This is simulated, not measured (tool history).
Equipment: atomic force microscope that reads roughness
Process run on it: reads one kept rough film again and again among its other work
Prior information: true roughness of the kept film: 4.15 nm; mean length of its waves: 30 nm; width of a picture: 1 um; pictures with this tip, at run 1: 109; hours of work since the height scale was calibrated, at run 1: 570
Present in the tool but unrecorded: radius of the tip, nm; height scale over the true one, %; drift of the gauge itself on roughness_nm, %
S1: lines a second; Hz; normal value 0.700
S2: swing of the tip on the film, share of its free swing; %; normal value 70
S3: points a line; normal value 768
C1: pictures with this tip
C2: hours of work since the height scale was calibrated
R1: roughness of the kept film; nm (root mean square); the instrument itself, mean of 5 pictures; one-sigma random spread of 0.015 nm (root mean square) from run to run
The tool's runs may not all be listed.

run,day,S1,S2,S3,C1,C2,R1
1,0.000,0.700,70,768,109,570,3.252
2,0.396,0.700,70,768,126,577,3.172
3,1.296,0.700,70,768,163,593,3.051
4,1.888,0.700,73,768,188,604,2.980
5,2.575,0.700,70,768,217,617,2.938
6,3.425,0.700,80,768,252,632,2.740
7,3.912,0.700,63,768,273,641,2.834
8,4.546,0.700,63,768,299,653,2.770
9,5.004,0.700,70,429,318,661,2.676
10,5.792,0.700,70,768,351,676,2.643
# day 6.275: new tip fitted
11,6.421,0.700,70,620,6,687,3.461
12,7.346,0.700,70,620,44,704,3.291
13,8.138,0.700,70,479,77,718,3.202
14,9.054,0.700,72,768,116,735,3.084
15,9.517,0.700,70,768,135,744,3.064
16,10.096,0.700,70,768,159,754,2.987
17,10.892,0.700,70,768,192,769,2.929
18,11.588,0.700,70,768,221,782,2.830
19,12.300,0.700,70,768,251,795,2.782
20,12.679,1.389,72,441,267,802,2.608
21,13.133,0.703,87,831,286,810,2.542
22,13.725,0.703,87,831,311,821,2.503
23,14.354,0.703,87,831,337,832,2.430
# day 15.192: new tip fitted
24,15.208,0.703,87,831,1,847,3.286
25,15.938,0.703,87,831,31,861,3.216
26,16.771,1.895,62,768,66,876,3.168
27,17.388,3.474,79,537,92,887,2.483
28,18.279,1.944,70,768,129,904,2.867
29,18.825,2.045,70,325,152,914,2.776
30,19.379,2.045,70,325,175,924,2.727
31,19.912,0.815,70,768,197,934,2.880
32,20.546,0.815,70,768,224,945,2.837
33,21.446,1.525,70,417,261,962,2.619
34,21.938,1.525,70,417,282,971,2.578

Below, some changes in R1 between adjacent runs. For each, the amount present without the hidden state too (settings, incoming material, random variation) and the amount remaining for the hidden state with gauge scatter not shared by both compared results:
Run 10 -> 11: S3 768 -> 620, new tip fitted. R1 +0.818 nm (root mean square): hidden state +0.818, all else +0.000.
Run 23 -> 24: new tip fitted. R1 +0.856 nm (root mean square): hidden state +0.847, all else +0.009.
Run 26 -> 27: S1 1.895 -> 3.474, S2 62 -> 79, S3 768 -> 537. R1 -0.685 nm (root mean square): hidden state -0.018, all else -0.667.
Run 27 -> 28: S1 3.474 -> 1.944, S2 79 -> 70, S3 537 -> 768. R1 +0.384 nm (root mean square): hidden state -0.151, all else +0.535.
